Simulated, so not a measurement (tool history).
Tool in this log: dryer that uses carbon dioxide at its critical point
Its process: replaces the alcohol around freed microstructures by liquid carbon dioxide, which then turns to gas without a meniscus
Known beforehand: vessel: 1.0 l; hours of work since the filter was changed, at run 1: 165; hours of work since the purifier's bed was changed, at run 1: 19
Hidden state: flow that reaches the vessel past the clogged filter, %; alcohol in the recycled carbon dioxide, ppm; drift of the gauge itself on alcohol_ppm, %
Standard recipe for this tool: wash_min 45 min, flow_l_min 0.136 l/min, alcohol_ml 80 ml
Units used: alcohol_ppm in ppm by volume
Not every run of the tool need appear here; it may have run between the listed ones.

run     day  wash_min  flow_l_min  alcohol_ml  hours of work since the filter was changed  hours of work since the purifier's bed was changed  alcohol_ppm
  1       0        45       0.136          80                                         165                                                  19         1355
  2   1.058        45       0.136          80                                         176                                                  31         1285
      1.675  -- inlet filter changed
  3   2.383        45       0.136          80                                           8                                                  45         1080
  4   3.375        45       0.136          80                                          18                                                  55         1062
  5       4        45       0.136          80                                          25                                                  62         1109
  6   4.912        45       0.136          99                                          35                                                  72         1367
  7    6.35        40       0.083          80                                          50                                                  87         7506
  8   7.225        44       0.169          34                                          60                                                  97          234
  9   8.275        45        0.16          23                                          71                                                 108          200
 10   9.108        59       0.168          80                                          80                                                 117          137
 11  10.146        67       0.222          80                                          91                                                 128           58
 12  11.158        68       0.205          80                                         102                                                 139           72

3 ways to go on from here, each from the tool as it stands after run 12. What would each give?
  A  11.871        68        0.23          35                                         110                                                 146            ?
  B  11.871        29       0.159          81                                         110                                                 146            ?
  C  11.871        38       0.136          80                                         110                                                 146            ?

run  alcohol_ppm
  A           68
  B         3630
  C         2308
The same runs, with their run-to-run variation unchanged, on a tool lacking any hidden condition would have given:
run  alcohol_ppm
  A            7
  B         3212
  C         1997
